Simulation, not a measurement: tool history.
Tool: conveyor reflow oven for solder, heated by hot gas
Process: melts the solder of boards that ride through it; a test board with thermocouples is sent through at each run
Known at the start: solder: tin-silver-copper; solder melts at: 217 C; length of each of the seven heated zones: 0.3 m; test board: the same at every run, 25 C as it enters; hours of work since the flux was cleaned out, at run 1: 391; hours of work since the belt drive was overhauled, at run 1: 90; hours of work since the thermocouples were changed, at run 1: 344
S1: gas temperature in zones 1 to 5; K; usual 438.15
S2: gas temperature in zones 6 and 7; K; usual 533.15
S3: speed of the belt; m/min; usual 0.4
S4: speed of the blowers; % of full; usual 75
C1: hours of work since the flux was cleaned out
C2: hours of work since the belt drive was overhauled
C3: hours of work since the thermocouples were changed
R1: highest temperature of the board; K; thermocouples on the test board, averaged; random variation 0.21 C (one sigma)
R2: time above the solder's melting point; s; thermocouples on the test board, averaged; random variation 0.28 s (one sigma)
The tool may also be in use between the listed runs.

run	hour	S1	S2	S3	S4	C1	C2	C3	R1	R2
1	0	438.15	533.15	0.4	75	391	90	344	521.45	62.2
2	7.7	447.15	533.15	0.4	75	394	94	348	522.05	67.3
3	13.3	447.15	533.15	0.4	75	397	96	350	522.55	67
4	20.7	447.15	533.15	0.4	75	400	100	354	522.45	66.6
5	25	447.15	533.15	0.4	75	402	102	355	522.35	66.6
6	31.3	447.15	533.15	0.4	75	405	105	358	522.65	67
7	41.6	447.15	533.15	0.4	75	410	109	363	522.35	66.6
8	48.6	447.15	533.15	0.4	75	413	112	366	522.65	66.6
9	56.6	438.15	547.15	0.4	75	417	116	370	533.95	71.7
10	62.9	438.15	547.15	0.4	75	420	119	373	533.95	71.9
11	67.6	438.15	547.15	0.4	75	422	121	375	534.05	71.7
# hour 73.5: flux residue cleaned out of gas plates and filters
12	77	438.15	536.15	0.4	75	2	123	377	525.55	65.9
13	81.5	438.15	533.15	0.4	75	4	125	379	522.45	64
14	88.7	436.15	533.15	0.4	75	7	128	382	522.65	63.4
15	95	436.15	533.15	0.4	80	10	131	385	523.05	63.9
16	103.5	438.15	522.15	0.4	61	14	135	389	510.65	49.8
17	108	438.15	528.15	0.337	75	16	137	391	521.55	77.9
18	117.5	438.15	528.15	0.337	75	20	142	396	521.25	77.5
19	125.1	448.15	533.15	0.4	75	24	145	399	523.65	68.9
20	129.3	448.15	533.15	0.4	75	26	147	401	523.85	68.8
21	134.9	438.15	533.15	0.4	51	28	150	404	518.25	58.3
22	141.2	438.15	533.15	0.435	51	31	152	406	515.95	49.6
23	151.4	438.15	529.15	0.417	75	36	157	411	517.75	56.5
24	158	452.15	531.15	0.437	77	39	160	414	520.55	61.5
25	165.2	438.15	524.15	0.4	75	42	163	417	514.05	55.9
26	171.7	452.15	524.15	0.4	75	45	166	420	516.25	63.9
27	180.3	451.15	524.15	0.393	65	49	170	424	514.75	63.2

The next listed run, before its measurement:
28	184.5	429.15	537.15	0.337	52	51	172	426	?	?

{"run 28": {"R1": 525.95, "R2": 76.2}}
Without the tool's hidden state the same run would have given R1 526.15 K, R2 76.4 s.
